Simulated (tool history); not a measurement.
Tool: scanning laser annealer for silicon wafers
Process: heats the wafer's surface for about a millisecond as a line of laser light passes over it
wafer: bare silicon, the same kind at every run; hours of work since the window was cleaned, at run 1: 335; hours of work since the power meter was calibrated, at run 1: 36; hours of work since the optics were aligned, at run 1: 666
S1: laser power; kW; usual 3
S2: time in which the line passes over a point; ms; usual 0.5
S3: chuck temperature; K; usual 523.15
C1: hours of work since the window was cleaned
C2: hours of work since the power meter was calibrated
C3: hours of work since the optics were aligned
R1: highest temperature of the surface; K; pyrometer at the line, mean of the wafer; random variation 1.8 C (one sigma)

run 1 hour=0 | S1=3 S2=0.5 S3=523.15 | C1=335 C2=36 C3=666 | R1=1202.15
run 2 hour=25 | S1=3 S2=0.5 S3=523.15 | C1=346 C2=46 C3=676 | R1=1199.15
run 3 hour=51.4 | S1=3 S2=0.5 S3=523.15 | C1=356 C2=57 C3=687 | R1=1200.15
run 4 hour=89 | S1=3 S2=0.484 S3=523.15 | C1=372 C2=72 C3=702 | R1=1186.15
run 5 hour=112.1 | S1=3 S2=0.484 S3=523.15 | C1=381 C2=82 C3=712 | R1=1188.15
run 6 hour=158.2 | S1=3 S2=0.484 S3=523.15 | C1=400 C2=101 C3=731 | R1=1186.15
run 7 hour=184.5 | S1=3 S2=0.484 S3=523.15 | C1=411 C2=111 C3=741 | R1=1184.15
run 8 hour=207.2 | S1=3 S2=0.5 S3=512.15 | C1=420 C2=121 C3=751 | R1=1182.15
-- hour=212.7 laser's power meter calibrated
run 9 hour=241.6 | S1=3 S2=0.5 S3=512.15 | C1=433 C2=12 C3=763 | R1=1184.15
run 10 hour=284.2 | S1=3.299 S2=0.5 S3=523.15 | C1=450 C2=29 C3=781 | R1=1261.15
-- hour=311.5 laser's power meter calibrated, once more
run 11 hour=319.3 | S1=3 S2=0.354 S3=523.15 | C1=463 C2=3 C3=794 | R1=1092.15
run 12 hour=366.3 | S1=2.772 S2=0.511 S3=544.15 | C1=482 C2=22 C3=813 | R1=1160.15
run 13 hour=392.1 | S1=2.598 S2=0.438 S3=523.15 | C1=493 C2=33 C3=823 | R1=1055.15
-- hour=422.5 window over the wafer cleaned
run 14 hour=429 | S1=3.165 S2=0.5 S3=523.15 | C1=3 C2=47 C3=838 | R1=1266.15
run 15 hour=456.8 | S1=2.718 S2=0.423 S3=558.15 | C1=14 C2=58 C3=849 | R1=1140.15
run 16 hour=488.6 | S1=2.718 S2=0.423 S3=558.15 | C1=27 C2=71 C3=862 | R1=1144.15
run 17 hour=520.7 | S1=2.718 S2=0.423 S3=558.15 | C1=40 C2=84 C3=875 | R1=1140.15
run 18 hour=541.7 | S1=2.777 S2=0.373 S3=522.15 | C1=49 C2=93 C3=884 | R1=1086.15
run 19 hour=584.8 | S1=2.567 S2=0.528 S3=541.15 | C1=66 C2=111 C3=901 | R1=1139.15
run 20 hour=615.5 | S1=2.567 S2=0.528 S3=541.15 | C1=79 C2=123 C3=914 | R1=1136.15
run 21 hour=640.5 | S1=3.018 S2=0.6 S3=541.15 | C1=89 C2=133 C3=924 | R1=1293.15
run 22 hour=687.1 | S1=2.649 S2=0.408 S3=513.15 | C1=108 C2=152 C3=943 | R1=1067.15

5 ways to go on from here, each from the tool as it stands after run 22. What would each give?
run A hour=735.7 | S1=3 S2=0.5 S3=541.15 | C1=128 C2=172 C3=963 | R1=?
run B hour=735.7 | S1=3.246 S2=0.506 S3=503.15 | C1=128 C2=172 C3=963 | R1=?
run C hour=735.7 | S1=3.005 S2=0.408 S3=513.15 | C1=128 C2=172 C3=963 | R1=?
run D hour=735.7 | S1=3.239 S2=0.591 S3=544.15 | C1=128 C2=172 C3=963 | R1=?
run E hour=735.7 | S1=3.288 S2=0.51 S3=560.15 | C1=128 C2=172 C3=963 | R1=?

run=A R1=1229.15
run=B R1=1260.15
run=C R1=1145.15
run=D R1=1343.15
run=E R1=1330.15
Without the tool's hidden state the same runs would have given:
run=A R1=1250.15
run=B R1=1282.15
run=C R1=1164.15
run=D R1=1367.15
run=E R1=1352.15
